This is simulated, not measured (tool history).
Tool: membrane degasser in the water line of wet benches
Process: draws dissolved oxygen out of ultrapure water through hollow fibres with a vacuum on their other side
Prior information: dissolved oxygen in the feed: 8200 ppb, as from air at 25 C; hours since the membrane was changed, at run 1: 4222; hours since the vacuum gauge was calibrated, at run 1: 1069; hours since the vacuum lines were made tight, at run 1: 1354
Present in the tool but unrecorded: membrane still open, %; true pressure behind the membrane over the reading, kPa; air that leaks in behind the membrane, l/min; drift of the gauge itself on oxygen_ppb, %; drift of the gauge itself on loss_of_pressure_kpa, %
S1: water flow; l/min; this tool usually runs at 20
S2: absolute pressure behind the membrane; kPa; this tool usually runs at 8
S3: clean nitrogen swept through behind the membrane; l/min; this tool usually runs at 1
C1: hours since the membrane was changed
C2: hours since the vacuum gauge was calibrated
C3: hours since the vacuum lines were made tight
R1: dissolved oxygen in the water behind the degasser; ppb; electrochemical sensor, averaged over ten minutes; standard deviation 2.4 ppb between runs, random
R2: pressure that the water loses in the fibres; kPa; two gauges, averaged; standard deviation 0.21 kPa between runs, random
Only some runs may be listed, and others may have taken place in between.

run 1 hour=0 | S1=20 S2=8 S3=1 | C1=4222 C2=1069 C3=1354 | R1=230 R2=50.89
run 2 hour=68.1 | S1=20 S2=8 S3=1 | C1=4290 C2=1137 C3=1422 | R1=232.6 R2=50.82
run 3 hour=179.3 | S1=20 S2=8 S3=2.44 | C1=4402 C2=1248 C3=1533 | R1=120.4 R2=50.65
run 4 hour=226.2 | S1=20 S2=5.07 S3=1 | C1=4449 C2=1295 C3=1580 | R1=108.8 R2=51.04
run 5 hour=304.6 | S1=20 S2=5.07 S3=1 | C1=4527 C2=1374 C3=1659 | R1=108.3 R2=51.13
run 6 hour=377.2 | S1=20 S2=5.07 S3=1 | C1=4600 C2=1446 C3=1731 | R1=110.3 R2=50.85
run 7 hour=428.3 | S1=20 S2=5.07 S3=1 | C1=4651 C2=1497 C3=1782 | R1=106.9 R2=51.2
run 8 hour=479.3 | S1=20 S2=8 S3=1 | C1=4702 C2=1548 C3=1833 | R1=235 R2=51.12
run 9 hour=576.7 | S1=20 S2=10.47 S3=1 | C1=4799 C2=1646 C3=1931 | R1=342 R2=50.64
run 10 hour=653 | S1=23 S2=8 S3=1 | C1=4875 C2=1722 C3=2007 | R1=275.9 R2=58.5
run 11 hour=714.7 | S1=20 S2=8 S3=1 | C1=4937 C2=1784 C3=2069 | R1=235.2 R2=51.26
run 12 hour=769.8 | S1=20 S2=8 S3=1 | C1=4992 C2=1839 C3=2124 | R1=237 R2=51.13
run 13 hour=850.2 | S1=24 S2=8 S3=1 | C1=5073 C2=1919 C3=2204 | R1=294 R2=61.09
run 14 hour=934.4 | S1=24 S2=8 S3=1 | C1=5157 C2=2003 C3=2288 | R1=292.8 R2=61.09
run 15 hour=1018.9 | S1=24 S2=8 S3=1 | C1=5241 C2=2088 C3=2373 | R1=292 R2=61.46
run 16 hour=1072.4 | S1=16 S2=8 S3=1 | C1=5295 C2=2142 C3=2426 | R1=179.6 R2=40.84
run 17 hour=1165.5 | S1=20 S2=6.68 S3=0.54 | C1=5388 C2=2235 C3=2519 | R1=275.8 R2=51.13
run 18 hour=1267.1 | S1=14 S2=8 S3=1 | C1=5489 C2=2336 C3=2621 | R1=154.9 R2=35.74
run 19 hour=1362.7 | S1=12 S2=5.19 S3=1 | C1=5585 C2=2432 C3=2717 | R1=57.9 R2=30.61
run 20 hour=1450.9 | S1=20 S2=8 S3=0.67 | C1=5673 C2=2520 C3=2805 | R1=316.8 R2=50.81
run 21 hour=1516.7 | S1=16 S2=8 S3=0.53 | C1=5739 C2=2586 C3=2871 | R1=305 R2=40.5
run 22 hour=1627.6 | S1=14 S2=8 S3=0.83 | C1=5850 C2=2697 C3=2982 | R1=186 R2=35.77
run 23 hour=1699 | S1=28 S2=6.84 S3=2.14 | C1=5921 C2=2768 C3=3053 | R1=190.8 R2=71.32
run 24 hour=1779 | S1=28 S2=6.84 S3=2.14 | C1=6001 C2=2848 C3=3133 | R1=193 R2=71.05
-- hour=1814.1 seals of the vacuum lines changed
run 25 hour=1874.6 | S1=20 S2=10.57 S3=2.53 | C1=6095 C2=2942 C3=60 | R1=164.2 R2=51.02
run 26 hour=1948.5 | S1=22 S2=6.83 S3=2.18 | C1=6169 C2=3016 C3=134 | R1=125.9 R2=56.17
run 27 hour=2009.6 | S1=30 S2=5.27 S3=1 | C1=6230 C2=3077 C3=195 | R1=229.1 R2=76.54

Forecast run 28:
run 28 hour=2064.6 | S1=25 S2=8.64 S3=2.6 | C1=6285 C2=3132 C3=250 | R1=? R2=?

Run 28 came out at R1 183.1 ppb, R2 64 kPa.
With no hidden state in the tool, this same run would have given R1 182.8 ppb, R2 63.96 kPa.
